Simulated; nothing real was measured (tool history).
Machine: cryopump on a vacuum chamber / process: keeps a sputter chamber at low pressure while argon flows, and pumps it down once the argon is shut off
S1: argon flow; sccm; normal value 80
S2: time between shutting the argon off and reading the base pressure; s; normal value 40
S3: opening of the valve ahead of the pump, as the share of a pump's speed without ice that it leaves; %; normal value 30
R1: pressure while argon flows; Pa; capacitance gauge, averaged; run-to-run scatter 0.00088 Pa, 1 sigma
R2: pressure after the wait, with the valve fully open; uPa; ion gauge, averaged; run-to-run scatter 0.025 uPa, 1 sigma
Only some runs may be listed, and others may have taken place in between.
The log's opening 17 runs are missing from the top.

run	day	S1	S2	S3	R1	R2
18	10.867	114	40	30	0.2619	1.51
19	11.496	100	29	18	0.3797	1.82
20	11.929	80	39	40	0.1408	1.48
21	12.529	80	39	40	0.1393	1.52
22	13.096	80	39	40	0.1391	1.49
23	13.721	84	40	30	0.1932	1.49
24	14.229	84	40	30	0.1959	1.5
25	14.925	63	199	25	0.1739	0.77
26	15.308	60	40	19	0.219	1.49
27	15.812	85	61	32	0.1849	1.26
28	16.317	47	36	25	0.1303	1.58
29	16.883	55	112	25	0.1525	0.93
30	17.396	40	40	30	0.0938	1.56
31	18.025	40	40	30	0.0926	1.51
32	18.508	93	64	15	0.4271	1.22

5 options for the next run, each taken on its own from the tool as it stands now. Forecast them:
A	19	71	21	19	?	?
B	19	93	95	23	?	?
C	19	40	111	41	?	?
D	19	80	37	45	?	?
E	19	72	222	28	?	?

run	R1	R2
A	0.2585	2.28
B	0.2811	1.01
C	0.0684	1.08
D	0.1265	1.62
E	0.1798	0.83
Without the tool's hidden state the same runs would have given:
run	R1	R2
A	0.2535	1.74
B	0.2747	0.47
C	0.0657	0.51
D	0.121	1.07
E	0.1748	0.29
